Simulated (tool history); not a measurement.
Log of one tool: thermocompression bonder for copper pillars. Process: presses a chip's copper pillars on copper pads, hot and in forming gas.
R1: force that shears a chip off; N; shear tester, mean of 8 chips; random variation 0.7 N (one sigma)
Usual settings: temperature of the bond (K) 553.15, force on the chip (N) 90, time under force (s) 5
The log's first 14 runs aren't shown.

Run 15, hour 304.7: usual settings. Result: R1 69.6 N.
Run 16, hour 335.9: usual settings. Result: R1 69.4 N.
At hour 364.9: forming gas filter changed.
Run 17, hour 365.5: usual settings. Result: R1 69.9 N.
Run 18, hour 386.0: usual settings. Result: R1 69.1 N.
Run 19, hour 402.4: usual settings but time under force (s) 7. Result: R1 77.4 N.
Run 20, hour 428.0: usual settings but temperature of the bond (K) 564.15, force on the chip (N) 96, time under force (s) 6. Result: R1 84.1 N.
Run 21, hour 450.1: usual settings but temperature of the bond (K) 524.15, force on the chip (N) 113. Result: R1 59.7 N.
Run 22, hour 481.1: usual settings but temperature of the bond (K) 524.15, force on the chip (N) 113. Result: R1 58.3 N.
Run 23, hour 500.2: usual settings but force on the chip (N) 109, time under force (s) 14. Result: R1 104.6 N.
Run 24, hour 530.1: usual settings but force on the chip (N) 89. Result: R1 69.3 N.
Run 25, hour 562.3: usual settings but force on the chip (N) 89. Result: R1 68.6 N.
Run 26, hour 595.8: usual settings but temperature of the bond (K) 545.15, force on the chip (N) 102, time under force (s) 4. Result: R1 63.9 N.
Run 27, hour 620.2: usual settings but temperature of the bond (K) 545.15, force on the chip (N) 102, time under force (s) 4. Result: R1 63.6 N.
At hour 637.2: heater calibrated with a thermocouple chip.
Run 28, hour 650.3: usual settings but temperature of the bond (K) 545.15, force on the chip (N) 102, time under force (s) 4. Result: R1 63.8 N.
Run 29, hour 666.3: usual settings but temperature of the bond (K) 545.15, force on the chip (N) 97, time under force (s) 6. Result: R1 72.1 N.
Run 30, hour 681.0: usual settings but temperature of the bond (K) 545.15, force on the chip (N) 97, time under force (s) 6. Result: R1 71.5 N.
Run 31, hour 698.4: usual settings but temperature of the bond (K) 545.15, force on the chip (N) 97, time under force (s) 6. Result: R1 70.6 N.
Run 32, hour 718.2: usual settings but temperature of the bond (K) 545.15, force on the chip (N) 97, time under force (s) 6. Result: R1 70.1 N.
Run 33, hour 735.8: usual settings but temperature of the bond (K) 532.15, force on the chip (N) 119, time under force (s) 6. Result: R1 69.7 N.
Run 34, hour 766.4: usual settings but temperature of the bond (K) 541.15, force on the chip (N) 106, time under force (s) 6. Result: R1 72.8 N.

4 ways to go on from here, each from the tool as it stands after run 34. What would each give?
Run A, hour 782.5: usual settings but temperature of the bond (K) 545.15, force on the chip (N) 74, time under force (s) 3. Result: R1 ?.
Run B, hour 782.5: usual settings but temperature of the bond (K) 558.15, force on the chip (N) 101, time under force (s) 6. Result: R1 ?.
Run C, hour 782.5: usual settings but temperature of the bond (K) 541.15, force on the chip (N) 110, time under force (s) 6. Result: R1 ?.
Run D, hour 782.5: usual settings but temperature of the bond (K) 579.15, force on the chip (N) 106, time under force (s) 9. Result: R1 ?.

run     R1
  A   46.5
  B   81.9
  C   74.3
  D  108.8
Without the tool's hidden state the same runs would have given:
run     R1
  A   46.9
  B   82.5
  C   74.8
  D  109.5
